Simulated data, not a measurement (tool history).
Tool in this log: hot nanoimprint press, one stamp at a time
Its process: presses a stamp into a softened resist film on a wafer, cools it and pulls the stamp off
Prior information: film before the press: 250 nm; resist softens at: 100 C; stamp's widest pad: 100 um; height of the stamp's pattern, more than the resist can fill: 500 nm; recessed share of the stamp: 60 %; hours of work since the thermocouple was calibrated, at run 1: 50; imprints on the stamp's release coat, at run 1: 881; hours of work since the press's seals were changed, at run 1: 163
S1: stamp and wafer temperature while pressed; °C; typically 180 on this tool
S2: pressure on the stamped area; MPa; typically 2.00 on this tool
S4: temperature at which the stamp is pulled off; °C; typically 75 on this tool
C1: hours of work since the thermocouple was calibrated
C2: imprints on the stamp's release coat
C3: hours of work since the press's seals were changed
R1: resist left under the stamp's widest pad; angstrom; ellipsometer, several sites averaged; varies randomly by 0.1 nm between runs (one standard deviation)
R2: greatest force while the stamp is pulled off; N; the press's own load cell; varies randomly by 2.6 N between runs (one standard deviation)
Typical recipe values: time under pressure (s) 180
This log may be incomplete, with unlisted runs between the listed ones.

Run 1, day 0.000: usual settings; C1 50; C2 881; C3 163. Result: R1 1172 angstrom, R2 119 N.
Run 2, day 0.238: usual settings; C1 54; C2 897; C3 167. Result: R1 1174 angstrom, R2 117 N.
Run 3, day 0.562: usual settings; C1 60; C2 918; C3 173. Result: R1 1176 angstrom, R2 117 N.
Run 4, day 0.796: usual settings; C1 64; C2 933; C3 176. Result: R1 1176 angstrom, R2 119 N.
Run 5, day 1.042: usual settings but S1 179 °C; C1 68; C2 949; C3 181. Result: R1 1207 angstrom, R2 120 N.
Run 6, day 1.325: usual settings but S1 179 °C; C1 72; C2 967; C3 185. Result: R1 1207 angstrom, R2 122 N.
Run 7, day 1.758: usual settings but S1 169 °C; C1 80; C2 996; C3 192. Result: R1 1543 angstrom, R2 122 N.
Run 8, day 2.000: usual settings; C1 84; C2 1011; C3 196. Result: R1 1181 angstrom, R2 120 N.
Run 9, day 2.317: usual settings; C1 89; C2 1032; C3 202. Result: R1 1183 angstrom, R2 118 N.
Run 10, day 2.738: usual settings; C1 96; C2 1059; C3 209. Result: R1 1185 angstrom, R2 125 N.
Run 11, day 3.083: usual settings but S4 76 °C; C1 102; C2 1082; C3 214. Result: R1 1188 angstrom, R2 118 N.
Run 12, day 3.529: usual settings but S4 76 °C; C1 109; C2 1111; C3 222. Result: R1 1189 angstrom, R2 118 N.
Run 13, day 3.838: usual settings but S4 79 °C; C1 114; C2 1131; C3 227. Result: R1 1192 angstrom, R2 111 N.
Run 14, day 4.075: usual settings; C1 118; C2 1146; C3 231. Result: R1 1192 angstrom, R2 124 N.
Run 15, day 4.500: usual settings but S1 172 °C; C1 125; C2 1174; C3 238. Result: R1 1453 angstrom, R2 121 N.
Run 16, day 4.788: usual settings but S1 174 °C, S4 64 °C; C1 130; C2 1193; C3 243. Result: R1 1384 angstrom, R2 150 N.
Run 17, day 5.088: usual settings but S1 174 °C, S4 64 °C; C1 135; C2 1212; C3 248. Result: R1 1385 angstrom, R2 151 N.
Run 18, day 5.308: usual settings but S1 171 °C, S2 2.63 MPa, S4 74 °C; C1 139; C2 1227; C3 252. Result: R1 1318 angstrom, R2 122 N.
Run 19, day 5.621: usual settings but S1 171 °C, S2 2.63 MPa, S4 74 °C; C1 144; C2 1247; C3 257. Result: R1 1318 angstrom, R2 126 N.
Run 20, day 5.896: usual settings but S1 192 °C, S2 2.63 MPa; C1 148; C2 1265; C3 261. Result: R1 778 angstrom, R2 121 N.

Run 21 is up next; what results do you expect?
At day 6.121: gauge calibrated.
Run 21, day 6.421: usual settings but S1 192 °C, S2 2.44 MPa, time under pressure (s) 108, S4 81 °C; C1 157; C2 1299; C3 270. Result: R1 ?, R2 ?.

For run 21 the tool returned R1 960 angstrom, R2 104 N.
On a tool with no hidden condition, and with the same random variation, this run would have come out at R1 959 angstrom, R2 103 N.
